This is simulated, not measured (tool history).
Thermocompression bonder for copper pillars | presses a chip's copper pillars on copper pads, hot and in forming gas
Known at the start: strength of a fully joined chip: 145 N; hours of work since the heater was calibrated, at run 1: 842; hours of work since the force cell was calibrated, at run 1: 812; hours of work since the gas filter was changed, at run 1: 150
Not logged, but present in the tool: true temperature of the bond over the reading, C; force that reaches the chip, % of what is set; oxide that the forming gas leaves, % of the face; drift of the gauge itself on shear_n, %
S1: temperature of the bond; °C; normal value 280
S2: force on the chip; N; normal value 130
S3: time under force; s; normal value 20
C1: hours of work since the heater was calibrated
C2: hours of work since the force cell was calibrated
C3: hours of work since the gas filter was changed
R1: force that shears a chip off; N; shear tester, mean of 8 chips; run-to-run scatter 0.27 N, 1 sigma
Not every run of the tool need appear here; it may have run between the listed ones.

run,hour,S1,S2,S3,C1,C2,C3,R1
1,0,280,130,20,842,812,150,52.6
2,74.4,280,130,20,899,869,208,52.5
3,143.2,280,130,20,952,922,260,51.1
4,180.3,280,130,20,981,950,289,51.6
5,239.3,291,130,20,1026,996,334,58.3
6,313.2,291,130,20,1083,1052,391,57.6
# hour 317.5: forming gas filter changed
7,365.6,291,130,20,1123,1092,37,62.5
8,435,280,130,16,1176,1146,90,49.1
9,497.6,275,108,16,1224,1194,138,36.8
10,570.4,275,129,23,1280,1250,194,51.9
11,645.7,307,129,23,1338,1307,252,74.8
12,698.4,269,117,20,1378,1348,293,39.2
13,765.9,269,117,20,1430,1400,345,39.4
# hour 836: forming gas filter changed
14,850.3,276,130,59,1495,1464,11,77.2
15,928.7,264,130,11,1555,1524,71,33.2

3 ways to go on from here, each from the tool as it stands after run 15. What would each give?
A,997.5,278,130,20,1608,1577,124,?
B,997.5,301,88,57,1608,1577,124,?
C,997.5,264,80,11,1608,1577,124,?

run,R1
A,52.1
B,68.3
C,18
The same runs, with their run-to-run variation unchanged, on a tool lacking any hidden condition would have given:
run,R1
A,51.6
B,68.3
C,17.6
